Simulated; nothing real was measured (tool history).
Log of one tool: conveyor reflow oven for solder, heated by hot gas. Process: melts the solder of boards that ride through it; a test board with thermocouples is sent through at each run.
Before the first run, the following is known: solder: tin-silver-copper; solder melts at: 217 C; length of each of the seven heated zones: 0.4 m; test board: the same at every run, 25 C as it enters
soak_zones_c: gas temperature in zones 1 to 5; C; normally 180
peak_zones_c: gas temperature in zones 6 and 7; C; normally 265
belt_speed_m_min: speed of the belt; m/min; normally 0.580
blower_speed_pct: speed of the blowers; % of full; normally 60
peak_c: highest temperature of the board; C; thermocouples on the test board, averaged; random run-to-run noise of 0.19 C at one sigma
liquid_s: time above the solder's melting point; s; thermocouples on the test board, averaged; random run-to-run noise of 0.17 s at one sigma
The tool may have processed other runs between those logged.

Run 1, hour 0.0: usual settings. Result: peak_c 248.5 C, liquid_s 61.3 s.
Run 2, hour 24.8: usual settings. Result: peak_c 248.7 C, liquid_s 61.2 s.
Run 3, hour 44.3: usual settings but blower_speed_pct 73 % of full. Result: peak_c 251.3 C, liquid_s 64.6 s.
Run 4, hour 67.8: usual settings but blower_speed_pct 71 % of full. Result: peak_c 250.9 C, liquid_s 63.9 s.
Run 5, hour 82.7: usual settings but soak_zones_c 183 C. Result: peak_c 248.9 C, liquid_s 62.9 s.
Run 6, hour 108.9: usual settings but blower_speed_pct 67 % of full. Result: peak_c 250.1 C, liquid_s 62.9 s.
Run 7, hour 122.4: usual settings but blower_speed_pct 67 % of full. Result: peak_c 250.0 C, liquid_s 62.7 s.
At hour 142.5: flux residue cleaned out of gas plates and filters.
Run 8, hour 142.8: usual settings but blower_speed_pct 67 % of full. Result: peak_c 250.3 C, liquid_s 63.4 s.
Run 9, hour 163.2: usual settings. Result: peak_c 248.8 C, liquid_s 61.6 s.
Run 10, hour 188.5: usual settings. Result: peak_c 248.5 C, liquid_s 61.8 s.
Run 11, hour 213.9: usual settings but belt_speed_m_min 0.536 m/min. Result: peak_c 250.8 C, liquid_s 69.6 s.
Run 12, hour 231.7: usual settings but belt_speed_m_min 0.536 m/min. Result: peak_c 250.7 C, liquid_s 68.9 s.
Run 13, hour 246.8: usual settings but belt_speed_m_min 0.536 m/min. Result: peak_c 250.9 C, liquid_s 69.0 s.
Run 14, hour 264.5: usual settings but belt_speed_m_min 0.697 m/min. Result: peak_c 241.9 C, liquid_s 43.8 s.
Run 15, hour 288.1: usual settings but belt_speed_m_min 0.697 m/min. Result: peak_c 241.9 C, liquid_s 44.0 s.
Run 16, hour 311.0: usual settings but belt_speed_m_min 0.697 m/min. Result: peak_c 242.5 C, liquid_s 43.8 s.
Run 17, hour 339.8: usual settings but blower_speed_pct 85 % of full. Result: peak_c 253.1 C, liquid_s 66.6 s.
Run 18, hour 362.0: usual settings but blower_speed_pct 85 % of full. Result: peak_c 253.0 C, liquid_s 66.7 s.
Run 19, hour 380.5: usual settings but soak_zones_c 168 C, peak_zones_c 260 C, blower_speed_pct 85 % of full. Result: peak_c 246.9 C, liquid_s 57.2 s.
Run 20, hour 396.6: usual settings but soak_zones_c 187 C, peak_zones_c 264 C, blower_speed_pct 85 % of full. Result: peak_c 253.1 C, liquid_s 69.9 s.
Run 21, hour 416.4: usual settings but soak_zones_c 187 C, peak_zones_c 264 C, blower_speed_pct 85 % of full. Result: peak_c 253.0 C, liquid_s 69.7 s.
Run 22, hour 428.4: usual settings but peak_zones_c 277 C, blower_speed_pct 86 % of full. Result: peak_c 263.9 C, liquid_s 72.6 s.
Run 23, hour 452.0: usual settings but soak_zones_c 185 C, blower_speed_pct 63 % of full. Result: peak_c 249.6 C, liquid_s 64.8 s.
Run 24, hour 480.0: usual settings but soak_zones_c 185 C, blower_speed_pct 63 % of full. Result: peak_c 249.3 C, liquid_s 64.9 s.
Run 25, hour 495.1: usual settings but soak_zones_c 185 C, blower_speed_pct 63 % of full. Result: peak_c 249.3 C, liquid_s 64.8 s.
At hour 522.6: flux residue cleaned out of gas plates and filters.
Run 26, hour 525.2: usual settings but soak_zones_c 185 C, blower_speed_pct 63 % of full. Result: peak_c 250.1 C, liquid_s 65.8 s.
Run 27, hour 541.8: usual settings but soak_zones_c 179 C, peak_zones_c 269 C, belt_speed_m_min 0.577 m/min, blower_speed_pct 77 % of full. Result: peak_c 255.9 C, liquid_s 68.1 s.
Run 28, hour 559.5: usual settings but peak_zones_c 263 C, belt_speed_m_min 0.642 m/min. Result: peak_c 243.6 C, liquid_s 50.7 s.
Run 29, hour 576.3: usual settings but peak_zones_c 263 C, belt_speed_m_min 0.642 m/min. Result: peak_c 243.5 C, liquid_s 50.5 s.
Run 30, hour 592.1: usual settings but peak_zones_c 263 C, belt_speed_m_min 0.642 m/min. Result: peak_c 243.4 C, liquid_s 50.6 s.
Run 31, hour 617.9: usual settings but peak_zones_c 263 C, belt_speed_m_min 0.642 m/min. Result: peak_c 243.4 C, liquid_s 50.2 s.

What if the next run were any one of these 4? Each begins from the tool's condition after run 31:
Run A, hour 630.7: usual settings but peak_zones_c 263 C, belt_speed_m_min 0.642 m/min, blower_speed_pct 58 % of full. Result: peak_c ?, liquid_s ?.
Run B, hour 630.7: usual settings but peak_zones_c 263 C. Result: peak_c ?, liquid_s ?.
Run C, hour 630.7: usual settings but soak_zones_c 184 C, peak_zones_c 263 C, belt_speed_m_min 0.642 m/min. Result: peak_c ?, liquid_s ?.
Run D, hour 630.7: usual settings but soak_zones_c 166 C, belt_speed_m_min 0.501 m/min, blower_speed_pct 90 % of full. Result: peak_c ?, liquid_s ?.

run  peak_c  liquid_s
  A   242.8      49.3
  B   246.7      60.2
  C   243.7      52.8
  D   255.6      75.4
The same runs, with their run-to-run variation unchanged, on a tool lacking any hidden condition would have given:
run  peak_c  liquid_s
  A   243.7      49.5
  B   247.6      60.3
  C   244.6      53.0
  D   256.8      75.3
